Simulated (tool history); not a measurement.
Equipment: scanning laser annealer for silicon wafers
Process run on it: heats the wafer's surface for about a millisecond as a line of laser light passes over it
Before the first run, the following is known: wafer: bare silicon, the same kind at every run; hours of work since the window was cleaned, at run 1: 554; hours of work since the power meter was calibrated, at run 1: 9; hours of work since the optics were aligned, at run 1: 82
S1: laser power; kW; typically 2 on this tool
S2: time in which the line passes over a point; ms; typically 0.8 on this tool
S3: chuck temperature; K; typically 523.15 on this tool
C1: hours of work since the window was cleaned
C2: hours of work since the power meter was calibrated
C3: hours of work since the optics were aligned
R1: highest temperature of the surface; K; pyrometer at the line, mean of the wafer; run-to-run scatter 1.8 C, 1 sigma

run	hour	S1	S2	S3	C1	C2	C3	R1
1	0	2	0.8	523.15	554	9	82	1231.15
2	12.3	1.931	0.8	523.15	560	14	88	1204.15
3	19	2	0.8	523.15	563	17	91	1233.15
4	28.6	2	0.8	523.15	567	22	95	1232.15
5	40.5	2	0.8	523.15	573	27	101	1230.15
6	52.7	2	0.8	523.15	578	33	106	1227.15
7	61.2	2	0.8	523.15	582	37	110	1230.15
8	69.6	2	0.8	523.15	586	41	114	1230.15
9	78.7	2	0.8	523.15	590	45	118	1232.15
10	88.8	2	0.562	523.15	595	50	123	1120.15
11	94.3	2	0.562	523.15	597	52	125	1121.15
12	105.9	2	0.562	523.15	603	57	131	1117.15
13	119.1	2	0.562	523.15	609	63	137	1121.15
14	129.1	2	0.8	523.15	613	68	142	1234.15
15	135.3	2	0.8	523.15	616	71	144	1235.15
16	142.9	2	0.8	523.15	620	74	148	1229.15
17	148.9	2	0.754	523.15	622	77	151	1211.15
18	154.6	2	0.822	523.15	625	80	153	1238.15
19	161.8	2	0.8	554.15	628	83	157	1264.15
20	168.7	2	0.971	523.15	632	86	160	1302.15
21	177.3	1.821	0.8	523.15	636	90	164	1169.15
22	184.5	2	0.959	557.15	639	94	167	1331.15
23	196.4	1.853	0.948	523.15	644	99	173	1239.15
# hour 206.4: window over the wafer cleaned
24	208.7	1.895	0.948	505.15	1	104	177	1232.15
25	214.2	1.895	0.656	505.15	4	106	180	1113.15
26	226.1	1.895	0.656	505.15	9	112	185	1113.15
27	238.3	1.895	0.661	505.15	15	117	191	1118.15
28	245.4	2	0.936	484.15	18	121	194	1245.15
29	254.1	2.064	0.8	523.15	22	125	198	1253.15
30	264.8	2.064	0.8	558.15	27	130	203	1289.15
31	272	1.78	0.97	501.15	30	133	206	1194.15
32	280.4	2.164	0.913	485.15	34	137	210	1302.15
33	291.7	2.164	0.913	485.15	39	142	215	1303.15
34	304.8	2.164	0.913	485.15	45	148	221	1306.15
35	313.6	1.988	0.694	558.15	49	152	226	1214.15
36	320.4	1.988	0.694	558.15	52	155	229	1213.15
37	330.3	2.145	0.8	514.15	57	160	233	1275.15
38	340.2	2	0.747	523.15	62	164	238	1209.15
39	348.9	2	0.747	523.15	66	168	242	1208.15
40	359.1	2	0.92	523.15	70	173	246	1281.15
41	365.5	1.732	0.8	523.15	73	176	249	1136.15

4 ways to go on from here, each from the tool as it stands after run 41. What would each give?
A	375.7	2.025	0.8	493.15	78	181	254	?
B	375.7	1.857	0.8	523.15	78	181	254	?
C	375.7	1.818	0.785	557.15	78	181	254	?
D	375.7	1.732	0.574	523.15	78	181	254	?

run	R1
A	1212.15
B	1179.15
C	1194.15
D	1047.15
The same runs, with their run-to-run variation unchanged, on a tool lacking any hidden condition would have given:
run	R1
A	1212.15
B	1180.15
C	1194.15
D	1047.15
